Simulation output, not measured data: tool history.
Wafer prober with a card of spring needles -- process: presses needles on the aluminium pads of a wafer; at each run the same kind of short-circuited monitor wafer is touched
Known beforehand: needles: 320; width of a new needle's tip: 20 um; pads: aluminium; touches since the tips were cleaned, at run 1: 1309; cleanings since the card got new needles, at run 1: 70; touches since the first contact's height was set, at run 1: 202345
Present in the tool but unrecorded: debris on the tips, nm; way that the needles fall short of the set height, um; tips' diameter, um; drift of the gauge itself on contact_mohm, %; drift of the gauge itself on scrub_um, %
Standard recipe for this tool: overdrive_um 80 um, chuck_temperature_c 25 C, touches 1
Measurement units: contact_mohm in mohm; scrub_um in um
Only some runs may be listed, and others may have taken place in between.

run     day  overdrive_um  chuck_temperature_c  touches  touches since the tips were cleaned  cleanings since the card got new needles  touches since the first contact's height was set  contact_mohm  scrub_um
  1   0.000            80                   25        1                                 1309                                        70                                            202345           251     13.26
      0.112  -- tips cleaned on abrasive film
      0.125  -- height of the first contact set anew
      0.392  -- tips cleaned on abrasive film
      0.671  -- tips cleaned on abrasive film
      0.942  -- tips cleaned on abrasive film
  2   0.975            80                   25        1                                  361                                        74                                              9090           199     14.43
      1.196  -- tips cleaned on abrasive film
      1.475  -- tips cleaned on abrasive film
      1.712  -- tips cleaned on abrasive film
  3   1.712            80                   25        1                                    0                                        77                                             16973           186     14.58
      1.992  -- tips cleaned on abrasive film
      2.271  -- tips cleaned on abrasive film
  4   2.288            80                   25        3                                  176                                        79                                             23105           179     14.42
      2.508  -- tips cleaned on abrasive film
      2.788  -- tips cleaned on abrasive film
  5   2.962            80                   25        3                                 1883                                        81                                             30337           202     14.42
      3.021  -- tips cleaned on abrasive film
      3.296  -- tips cleaned on abrasive film
      3.554  -- tips cleaned on abrasive film
  6   3.554            80                   25        3                                    0                                        84                                             36630           180     14.64
      3.829  -- tips cleaned on abrasive film
      4.108  -- tips cleaned on abrasive film
      4.375  -- tips cleaned on abrasive film
  7   4.529            80                   25        3                                 1641                                        87                                             47081           201     14.56
      4.642  -- tips cleaned on abrasive film
      4.917  -- tips cleaned on abrasive film
  8   5.092            80                   25        1                                 1896                                        89                                             53130           262     14.23
      5.150  -- tips cleaned on abrasive film
      5.417  -- tips cleaned on abrasive film
      5.688  -- tips cleaned on abrasive film
      5.967  -- tips cleaned on abrasive film
  9   5.988            80                   39        1                                  221                                        93                                             62681           201     14.06
      6.208  -- tips cleaned on abrasive film
      6.483  -- tips cleaned on abrasive film
      6.754  -- tips cleaned on abrasive film
 10   6.783            80                   25        1                                  327                                        96                                             71187           201     13.97
      7.008  -- tips cleaned on abrasive film
      7.254  -- tips cleaned on abrasive film
      7.525  -- tips cleaned on abrasive film
 11   7.738            80                   25        1                                 2319                                        99                                             81413           271     13.72
      7.796  -- tips cleaned on abrasive film
      8.071  -- tips cleaned on abrasive film
      8.350  -- tips cleaned on abrasive film
 12   8.475            80                   25        1                                 1370                                       102                                             89286           246     14.02
      8.588  -- tips cleaned on abrasive film
      8.846  -- tips cleaned on abrasive film
      9.125  -- tips cleaned on abrasive film
 13   9.221            80                   25        1                                 1034                                       105                                             97264           228     14.25
      9.392  -- tips cleaned on abrasive film
      9.667  -- tips cleaned on abrasive film
 14   9.704            80                   25        1                                  427                                       107                                            102413           209     13.88
      9.912  -- tips cleaned on abrasive film
     10.142  -- tips cleaned on abrasive film
 15  10.142            90                   31        2                                    0                                       109                                            107096           178     15.83
     10.412  -- tips cleaned on abrasive film
     10.679  -- tips cleaned on abrasive film
 16  10.796            90                   31        2                                 1296                                       111                                            114105           207     15.54
     10.908  -- tips cleaned on abrasive film
     11.188  -- tips cleaned on abrasive film
     11.454  -- tips cleaned on abrasive film
     11.725  -- tips cleaned on abrasive film
 17  11.746            71                   88        1                                  219                                       115                                            124222           213     12.16
     11.971  -- tips cleaned on abrasive film
     12.238  -- tips cleaned on abrasive film
     12.483  -- tips cleaned on abrasive film
 18  12.483            69                   25        1                                    0                                       118                                            132085           201     11.91
     12.758  -- tips cleaned on abrasive film
     13.029  -- tips cleaned on abrasive film
 19  13.158            69                   25        1                                 1391                                       120                                            139339           297     11.51
     13.262  -- tips cleaned on abrasive film
     13.533  -- tips cleaned on abrasive film
     13.767  -- tips cleaned on abrasive film
 20  13.767            80                   40        1                                    0                                       123                                            145832           191     13.77
     14.046  -- tips cleaned on abrasive film
     14.275  -- tips cleaned on abrasive film
 21  14.275            86                   25        1                                    0                                       125                                            151262           185     14.76
     14.554  -- tips cleaned on abrasive film
     14.829  -- tips cleaned on abrasive film
     15.104  -- tips cleaned on abrasive film
 22  15.254            86                   25        1                                 1622                                       128                                            161732           267     14.60
     15.358  -- tips cleaned on abrasive film
     15.583  -- tips cleaned on abrasive film
     15.862  -- tips cleaned on abrasive film
     16.138  -- tips cleaned on abrasive film
 23  16.296            66                   42        1                                 1707                                       132                                            172893           348     10.95
     16.408  -- tips cleaned on abrasive film
     16.662  -- tips cleaned on abrasive film
     16.925  -- tips cleaned on abrasive film
     17.204  -- tips cleaned on abrasive film
 24  17.312            80                   25        2                                 1158                                       136                                            183744           217     13.19
     17.475  -- tips cleaned on abrasive film
     17.754  -- tips cleaned on abrasive film
     18.029  -- tips cleaned on abrasive film
 25  18.071           100                  104        2                                  452                                       139                                            191845           204     17.15
     18.296  -- tips cleaned on abrasive film
     18.567  -- tips cleaned on abrasive film
     18.846  -- tips cleaned on abrasive film
 26  18.912           100                  104        2                                  733                                       142                                            200862           212     17.01
     19.083  -- tips cleaned on abrasive film
     19.150  -- height of the first contact set anew
     19.362  -- tips cleaned on abrasive film
     19.638  -- tips cleaned on abrasive film
 27  19.692            66                   40        2                                  579                                       145                                              5801           210     11.91

Take each entry between the runs: how does the hidden state at the last listed run before it differ from the hidden state at the first listed run after it?
From run 1 to run 2: tips cleaned on abrasive film (day 0.112); height of the first contact set anew (day 0.125); tips cleaned on abrasive film (day 0.392); tips cleaned on abrasive film (day 0.671); tips cleaned on abrasive film (day 0.942)
  debris on the tips, nm: 29.5 -> 11.5; way that the needles fall short of the set height, um: 7.18 -> 0.34; tips' diameter, um: 22.51 -> 22.66
  what was measured, less what the result would be without the hidden state, contact_mohm: +76 -> +26 mohm; scrub_um: -1.31 -> -0.07 um
From run 2 to run 3: tips cleaned on abrasive film (day 1.196); tips cleaned on abrasive film (day 1.475); tips cleaned on abrasive film (day 1.712)
  debris on the tips, nm: 11.5 -> 4.3; way that the needles fall short of the set height, um: 0.34 -> 0.64; tips' diameter, um: 22.66 -> 22.77
  what was measured, less what the result would be without the hidden state, contact_mohm: +26 -> +11 mohm; scrub_um: -0.07 -> -0.11 um
From run 3 to run 4: tips cleaned on abrasive film (day 1.992); tips cleaned on abrasive film (day 2.271)
  debris on the tips, nm: 4.3 -> 8.4; way that the needles fall short of the set height, um: 0.64 -> 0.86; tips' diameter, um: 22.77 -> 22.84
  what was measured, less what the result would be without the hidden state, contact_mohm: +11 -> +8 mohm; scrub_um: -0.11 -> -0.16 um
From run 4 to run 5: tips cleaned on abrasive film (day 2.508); tips cleaned on abrasive film (day 2.788)
  debris on the tips, nm: 8.4 -> 34.7; way that the needles fall short of the set height, um: 0.86 -> 1.09; tips' diameter, um: 22.84 -> 22.93
  what was measured, less what the result would be without the hidden state, contact_mohm: +8 -> +29 mohm; scrub_um: -0.16 -> -0.20 um
From run 5 to run 6: tips cleaned on abrasive film (day 3.021); tips cleaned on abrasive film (day 3.296); tips cleaned on abrasive film (day 3.554)
  debris on the tips, nm: 34.7 -> 5.3; way that the needles fall short of the set height, um: 1.09 -> 1.38; tips' diameter, um: 22.93 -> 23.03
  what was measured, less what the result would be without the hidden state, contact_mohm: +29 -> +7 mohm; scrub_um: -0.20 -> -0.25 um
From run 6 to run 7: tips cleaned on abrasive film (day 3.829); tips cleaned on abrasive film (day 4.108); tips cleaned on abrasive film (day 4.375)
  debris on the tips, nm: 5.3 -> 33.5; way that the needles fall short of the set height, um: 1.38 -> 1.72; tips' diameter, um: 23.03 -> 23.15
  what was measured, less what the result would be without the hidden state, contact_mohm: +7 -> +30 mohm; scrub_um: -0.25 -> -0.32 um
From run 7 to run 8: tips cleaned on abrasive film (day 4.642); tips cleaned on abrasive film (day 4.917)
  debris on the tips, nm: 33.5 -> 38.7; way that the needles fall short of the set height, um: 1.72 -> 1.91; tips' diameter, um: 23.15 -> 23.21
  what was measured, less what the result would be without the hidden state, contact_mohm: +30 -> +90 mohm; scrub_um: -0.32 -> -0.35 um
From run 8 to run 9: tips cleaned on abrasive film (day 5.150); tips cleaned on abrasive film (day 5.417); tips cleaned on abrasive film (day 5.688); tips cleaned on abrasive film (day 5.967)
  debris on the tips, nm: 38.7 -> 9.1; way that the needles fall short of the set height, um: 1.91 -> 2.32; tips' diameter, um: 23.21 -> 23.36
  what was measured, less what the result would be without the hidden state, contact_mohm: +90 -> +24 mohm; scrub_um: -0.35 -> -0.42 um
From run 9 to run 10: tips cleaned on abrasive film (day 6.208); tips cleaned on abrasive film (day 6.483); tips cleaned on abrasive film (day 6.754)
  debris on the tips, nm: 9.1 -> 11.1; way that the needles fall short of the set height, um: 2.32 -> 2.66; tips' diameter, um: 23.36 -> 23.48
  what was measured, less what the result would be without the hidden state, contact_mohm: +24 -> +28 mohm; scrub_um: -0.42 -> -0.48 um
From run 10 to run 11: tips cleaned on abrasive film (day 7.008); tips cleaned on abrasive film (day 7.254); tips cleaned on abrasive film (day 7.525)
  debris on the tips, nm: 11.1 -> 40.1; way that the needles fall short of the set height, um: 2.66 -> 2.96; tips' diameter, um: 23.48 -> 23.58
  what was measured, less what the result would be without the hidden state, contact_mohm: +28 -> +99 mohm; scrub_um: -0.48 -> -0.53 um
From run 11 to run 12: tips cleaned on abrasive film (day 7.796); tips cleaned on abrasive film (day 8.071); tips cleaned on abrasive film (day 8.350)
  debris on the tips, nm: 40.1 -> 29.4; way that the needles fall short of the set height, um: 2.96 -> 3.28; tips' diameter, um: 23.58 -> 23.69
  what was measured, less what the result would be without the hidden state, contact_mohm: +99 -> +74 mohm; scrub_um: -0.53 -> -0.60 um
From run 12 to run 13: tips cleaned on abrasive film (day 8.588); tips cleaned on abrasive film (day 8.846); tips cleaned on abrasive film (day 9.125)
  debris on the tips, nm: 29.4 -> 23.6; way that the needles fall short of the set height, um: 3.28 -> 3.58; tips' diameter, um: 23.69 -> 23.8
  what was measured, less what the result would be without the hidden state, contact_mohm: +74 -> +60 mohm; scrub_um: -0.60 -> -0.66 um
From run 13 to run 14: tips cleaned on abrasive film (day 9.392); tips cleaned on abrasive film (day 9.667)
  debris on the tips, nm: 23.6 -> 14.4; way that the needles fall short of the set height, um: 3.58 -> 3.79; tips' diameter, um: 23.8 -> 23.87
  what was measured, less what the result would be without the hidden state, contact_mohm: +60 -> +39 mohm; scrub_um: -0.66 -> -0.70 um
From run 14 to run 15: tips cleaned on abrasive film (day 9.912); tips cleaned on abrasive film (day 10.142)
  debris on the tips, nm: 14.4 -> 2.9; way that the needles fall short of the set height, um: 3.79 -> 3.95; tips' diameter, um: 23.87 -> 23.93
  what was measured, less what the result would be without the hidden state, contact_mohm: +39 -> +6 mohm; scrub_um: -0.70 -> -0.72 um
From run 15 to run 16: tips cleaned on abrasive film (day 10.412); tips cleaned on abrasive film (day 10.679)
  debris on the tips, nm: 2.9 -> 28; way that the needles fall short of the set height, um: 3.95 -> 4.13; tips' diameter, um: 23.93 -> 23.99
  what was measured, less what the result would be without the hidden state, contact_mohm: +6 -> +36 mohm; scrub_um: -0.72 -> -0.74 um
From run 16 to run 17: tips cleaned on abrasive film (day 10.908); tips cleaned on abrasive film (day 11.188); tips cleaned on abrasive film (day 11.454); tips cleaned on abrasive film (day 11.725)
  debris on the tips, nm: 28 -> 7.7; way that the needles fall short of the set height, um: 4.13 -> 4.51; tips' diameter, um: 23.99 -> 24.12
  what was measured, less what the result would be without the hidden state, contact_mohm: +36 -> +28 mohm; scrub_um: -0.74 -> -0.82 um
From run 17 to run 18: tips cleaned on abrasive film (day 11.971); tips cleaned on abrasive film (day 12.238); tips cleaned on abrasive film (day 12.483)
  debris on the tips, nm: 7.7 -> 5.3; way that the needles fall short of the set height, um: 4.51 -> 4.77; tips' diameter, um: 24.12 -> 24.22
  what was measured, less what the result would be without the hidden state, contact_mohm: +28 -> +23 mohm; scrub_um: -0.82 -> -0.88 um
From run 18 to run 19: tips cleaned on abrasive film (day 12.758); tips cleaned on abrasive film (day 13.029)
  debris on the tips, nm: 5.3 -> 31.7; way that the needles fall short of the set height, um: 4.77 -> 4.95; tips' diameter, um: 24.22 -> 24.28
  what was measured, less what the result would be without the hidden state, contact_mohm: +23 -> +119 mohm; scrub_um: -0.88 -> -0.91 um
From run 19 to run 20: tips cleaned on abrasive film (day 13.262); tips cleaned on abrasive film (day 13.533); tips cleaned on abrasive film (day 13.767)
  debris on the tips, nm: 31.7 -> 4.5; way that the needles fall short of the set height, um: 4.95 -> 5.19; tips' diameter, um: 24.28 -> 24.36
  what was measured, less what the result would be without the hidden state, contact_mohm: +119 -> +16 mohm; scrub_um: -0.91 -> -0.95 um
From run 20 to run 21: tips cleaned on abrasive film (day 14.046); tips cleaned on abrasive film (day 14.275)
  debris on the tips, nm: 4.5 -> 3.9; way that the needles fall short of the set height, um: 5.19 -> 5.41; tips' diameter, um: 24.36 -> 24.44
  what was measured, less what the result would be without the hidden state, contact_mohm: +16 -> +12 mohm; scrub_um: -0.95 -> -0.99 um
From run 21 to run 22: tips cleaned on abrasive film (day 14.554); tips cleaned on abrasive film (day 14.829); tips cleaned on abrasive film (day 15.104)
  debris on the tips, nm: 3.9 -> 36; way that the needles fall short of the set height, um: 5.41 -> 5.74; tips' diameter, um: 24.44 -> 24.55
  what was measured, less what the result would be without the hidden state, contact_mohm: +12 -> +91 mohm; scrub_um: -0.99 -> -1.05 um
From run 22 to run 23: tips cleaned on abrasive film (day 15.358); tips cleaned on abrasive film (day 15.583); tips cleaned on abrasive film (day 15.862); tips cleaned on abrasive film (day 16.138)
  debris on the tips, nm: 36 -> 38.7; way that the needles fall short of the set height, um: 5.74 -> 6.21; tips' diameter, um: 24.55 -> 24.72
  what was measured, less what the result would be without the hidden state, contact_mohm: +91 -> +168 mohm; scrub_um: -1.05 -> -1.14 um
From run 23 to run 24: tips cleaned on abrasive film (day 16.408); tips cleaned on abrasive film (day 16.662); tips cleaned on abrasive film (day 16.925); tips cleaned on abrasive film (day 17.204)
  debris on the tips, nm: 38.7 -> 24.3; way that the needles fall short of the set height, um: 6.21 -> 6.62; tips' diameter, um: 24.72 -> 24.86
  what was measured, less what the result would be without the hidden state, contact_mohm: +168 -> +46 mohm; scrub_um: -1.14 -> -1.20 um
From run 24 to run 25: tips cleaned on abrasive film (day 17.475); tips cleaned on abrasive film (day 17.754); tips cleaned on abrasive film (day 18.029)
  debris on the tips, nm: 24.3 -> 14.1; way that the needles fall short of the set height, um: 6.62 -> 6.94; tips' diameter, um: 24.86 -> 24.98
  what was measured, less what the result would be without the hidden state, contact_mohm: +46 -> +18 mohm; scrub_um: -1.20 -> -1.27 um
From run 25 to run 26: tips cleaned on abrasive film (day 18.296); tips cleaned on abrasive film (day 18.567); tips cleaned on abrasive film (day 18.846)
  debris on the tips, nm: 14.1 -> 20.7; way that the needles fall short of the set height, um: 6.94 -> 7.27; tips' diameter, um: 24.98 -> 25.09
  what was measured, less what the result would be without the hidden state, contact_mohm: +18 -> +26 mohm; scrub_um: -1.27 -> -1.33 um
From run 26 to run 27: tips cleaned on abrasive film (day 19.083); height of the first contact set anew (day 19.150); tips cleaned on abrasive film (day 19.362); tips cleaned on abrasive film (day 19.638)
  debris on the tips, nm: 20.7 -> 12.9; way that the needles fall short of the set height, um: 7.27 -> 0.2; tips' diameter, um: 25.09 -> 25.2
  what was measured, less what the result would be without the hidden state, contact_mohm: +26 -> +32 mohm; scrub_um: -1.33 -> -0.04 um
